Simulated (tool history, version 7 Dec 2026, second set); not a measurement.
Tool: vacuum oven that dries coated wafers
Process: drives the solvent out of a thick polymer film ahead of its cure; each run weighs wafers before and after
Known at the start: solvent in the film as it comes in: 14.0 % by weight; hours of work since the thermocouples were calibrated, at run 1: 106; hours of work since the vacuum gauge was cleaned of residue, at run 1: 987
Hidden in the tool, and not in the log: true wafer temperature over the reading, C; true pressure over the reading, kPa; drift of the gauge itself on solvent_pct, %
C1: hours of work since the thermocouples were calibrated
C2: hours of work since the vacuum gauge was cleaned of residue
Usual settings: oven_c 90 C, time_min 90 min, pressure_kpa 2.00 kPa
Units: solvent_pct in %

{"run": 1, "day": 0.0, "oven_c": 90, "time_min": 90, "pressure_kpa": 2.0, "C1": 106, "C2": 987, "solvent_pct": 1.75}
{"run": 2, "day": 2.708, "oven_c": 90, "time_min": 90, "pressure_kpa": 2.0, "C1": 141, "C2": 1021, "solvent_pct": 1.75}
{"run": 3, "day": 4.733, "oven_c": 90, "time_min": 90, "pressure_kpa": 2.0, "C1": 166, "C2": 1047, "solvent_pct": 1.77}
{"run": 4, "day": 8.842, "oven_c": 90, "time_min": 90, "pressure_kpa": 5.47, "C1": 218, "C2": 1098, "solvent_pct": 2.56}
{"run": 5, "day": 10.988, "oven_c": 90, "time_min": 77, "pressure_kpa": 5.47, "C1": 245, "C2": 1125, "solvent_pct": 2.98}
{"run": 6, "day": 12.812, "oven_c": 90, "time_min": 77, "pressure_kpa": 5.47, "C1": 268, "C2": 1148, "solvent_pct": 2.98}
{"run": 7, "day": 16.617, "oven_c": 90, "time_min": 77, "pressure_kpa": 5.47, "C1": 315, "C2": 1196, "solvent_pct": 3.0}
{"run": 8, "day": 19.758, "oven_c": 90, "time_min": 77, "pressure_kpa": 5.47, "C1": 355, "C2": 1235, "solvent_pct": 3.0}
{"run": 9, "day": 23.462, "oven_c": 90, "time_min": 77, "pressure_kpa": 4.18, "C1": 401, "C2": 1282, "solvent_pct": 2.71}
{"run": 10, "day": 25.688, "oven_c": 90, "time_min": 77, "pressure_kpa": 4.18, "C1": 429, "C2": 1310, "solvent_pct": 2.73}
{"run": 11, "day": 29.617, "oven_c": 90, "time_min": 77, "pressure_kpa": 4.18, "C1": 479, "C2": 1359, "solvent_pct": 2.7}
{"run": 12, "day": 33.833, "oven_c": 78, "time_min": 77, "pressure_kpa": 4.18, "C1": 532, "C2": 1412, "solvent_pct": 5.76}
{"run": 13, "day": 37.704, "oven_c": 78, "time_min": 77, "pressure_kpa": 4.18, "C1": 580, "C2": 1461, "solvent_pct": 5.76}
{"run": 14, "day": 40.346, "oven_c": 90, "time_min": 90, "pressure_kpa": 2.0, "C1": 614, "C2": 1494, "solvent_pct": 1.8}
{"run": 15, "day": 42.929, "oven_c": 90, "time_min": 100, "pressure_kpa": 2.0, "C1": 646, "C2": 1527, "solvent_pct": 1.51}
{"run": 16, "day": 44.821, "oven_c": 90, "time_min": 100, "pressure_kpa": 2.0, "C1": 670, "C2": 1550, "solvent_pct": 1.52}
{"run": 17, "day": 47.804, "oven_c": 90, "time_min": 100, "pressure_kpa": 2.0, "C1": 707, "C2": 1588, "solvent_pct": 1.5}
{"run": 18, "day": 50.221, "oven_c": 90, "time_min": 100, "pressure_kpa": 2.0, "C1": 738, "C2": 1618, "solvent_pct": 1.49}
{"run": 19, "day": 51.917, "oven_c": 90, "time_min": 90, "pressure_kpa": 2.09, "C1": 759, "C2": 1640, "solvent_pct": 1.81}
{"run": 20, "day": 53.758, "oven_c": 90, "time_min": 90, "pressure_kpa": 2.0, "C1": 782, "C2": 1663, "solvent_pct": 1.78}
{"run": 21, "day": 57.646, "oven_c": 77, "time_min": 90, "pressure_kpa": 2.0, "C1": 831, "C2": 1712, "solvent_pct": 4.83}
{"run": 22, "day": 60.254, "oven_c": 76, "time_min": 90, "pressure_kpa": 2.0, "C1": 864, "C2": 1744, "solvent_pct": 5.1}
{"day": 60.912, "done": "oven's thermocouples calibrated"}
{"run": 23, "day": 63.942, "oven_c": 76, "time_min": 90, "pressure_kpa": 2.0, "C1": 38, "C2": 1790, "solvent_pct": 5.06}
{"run": 24, "day": 67.6, "oven_c": 90, "time_min": 90, "pressure_kpa": 2.0, "C1": 84, "C2": 1836, "solvent_pct": 1.76}
{"run": 25, "day": 71.546, "oven_c": 82, "time_min": 90, "pressure_kpa": 1.75, "C1": 134, "C2": 1885, "solvent_pct": 3.43}
{"run": 26, "day": 75.125, "oven_c": 90, "time_min": 142, "pressure_kpa": 1.29, "C1": 179, "C2": 1930, "solvent_pct": 0.7}
{"run": 27, "day": 78.333, "oven_c": 90, "time_min": 142, "pressure_kpa": 1.29, "C1": 219, "C2": 1971, "solvent_pct": 0.69}
{"run": 28, "day": 81.258, "oven_c": 88, "time_min": 57, "pressure_kpa": 2.0, "C1": 256, "C2": 2007, "solvent_pct": 3.78}
{"run": 29, "day": 85.404, "oven_c": 88, "time_min": 57, "pressure_kpa": 2.0, "C1": 308, "C2": 2059, "solvent_pct": 3.75}
{"run": 30, "day": 89.417, "oven_c": 96, "time_min": 119, "pressure_kpa": 2.0, "C1": 358, "C2": 2110, "solvent_pct": 0.6}
{"run": 31, "day": 93.617, "oven_c": 96, "time_min": 161, "pressure_kpa": 6.25, "C1": 411, "C2": 2163, "solvent_pct": 1.32}
{"run": 32, "day": 96.45, "oven_c": 96, "time_min": 161, "pressure_kpa": 6.25, "C1": 447, "C2": 2198, "solvent_pct": 1.32}
{"run": 33, "day": 99.838, "oven_c": 96, "time_min": 161, "pressure_kpa": 6.25, "C1": 489, "C2": 2241, "solvent_pct": 1.32}
{"run": 34, "day": 103.704, "oven_c": 96, "time_min": 116, "pressure_kpa": 1.14, "C1": 538, "C2": 2289, "solvent_pct": 0.48}
{"run": 35, "day": 106.575, "oven_c": 96, "time_min": 116, "pressure_kpa": 1.14, "C1": 574, "C2": 2326, "solvent_pct": 0.45}
{"run": 36, "day": 109.346, "oven_c": 96, "time_min": 116, "pressure_kpa": 1.14, "C1": 609, "C2": 2360, "solvent_pct": 0.46}
{"run": 37, "day": 113.533, "oven_c": 103, "time_min": 78, "pressure_kpa": 1.14, "C1": 661, "C2": 2413, "solvent_pct": 0.4}
{"run": 38, "day": 115.396, "oven_c": 103, "time_min": 78, "pressure_kpa": 1.14, "C1": 685, "C2": 2436, "solvent_pct": 0.42}
{"run": 39, "day": 117.625, "oven_c": 103, "time_min": 78, "pressure_kpa": 1.14, "C1": 713, "C2": 2464, "solvent_pct": 0.41}
{"run": 40, "day": 120.667, "oven_c": 80, "time_min": 63, "pressure_kpa": 7.69, "C1": 751, "C2": 2503, "solvent_pct": 6.84}
{"run": 41, "day": 123.575, "oven_c": 90, "time_min": 90, "pressure_kpa": 4.57, "C1": 788, "C2": 2539, "solvent_pct": 2.35}
{"run": 42, "day": 125.758, "oven_c": 103, "time_min": 95, "pressure_kpa": 1.25, "C1": 815, "C2": 2567, "solvent_pct": 0.3}
{"run": 43, "day": 129.621, "oven_c": 103, "time_min": 95, "pressure_kpa": 1.38, "C1": 864, "C2": 2615, "solvent_pct": 0.32}
{"day": 130.275, "done": "oven's thermocouples calibrated"}
{"run": 44, "day": 132.096, "oven_c": 80, "time_min": 94, "pressure_kpa": 2.0, "C1": 23, "C2": 2645, "solvent_pct": 3.88}
{"run": 45, "day": 135.908, "oven_c": 91, "time_min": 104, "pressure_kpa": 7.4, "C1": 71, "C2": 2693, "solvent_pct": 2.54}
{"run": 46, "day": 139.158, "oven_c": 96, "time_min": 66, "pressure_kpa": 3.1, "C1": 112, "C2": 2734, "solvent_pct": 1.84}

Run 47 comes next. What will it give?
{"day": 140.538, "done": "vacuum gauge cleaned of residue and calibrated"}
{"run": 47, "day": 143.321, "oven_c": 94, "time_min": 91, "pressure_kpa": 3.03, "C1": 163, "C2": 35, "solvent_pct": "?"}

{"run 47": {"solvent_pct": 1.37}}
Without the tool's hidden state the same run would have given solvent_pct 1.37 %.

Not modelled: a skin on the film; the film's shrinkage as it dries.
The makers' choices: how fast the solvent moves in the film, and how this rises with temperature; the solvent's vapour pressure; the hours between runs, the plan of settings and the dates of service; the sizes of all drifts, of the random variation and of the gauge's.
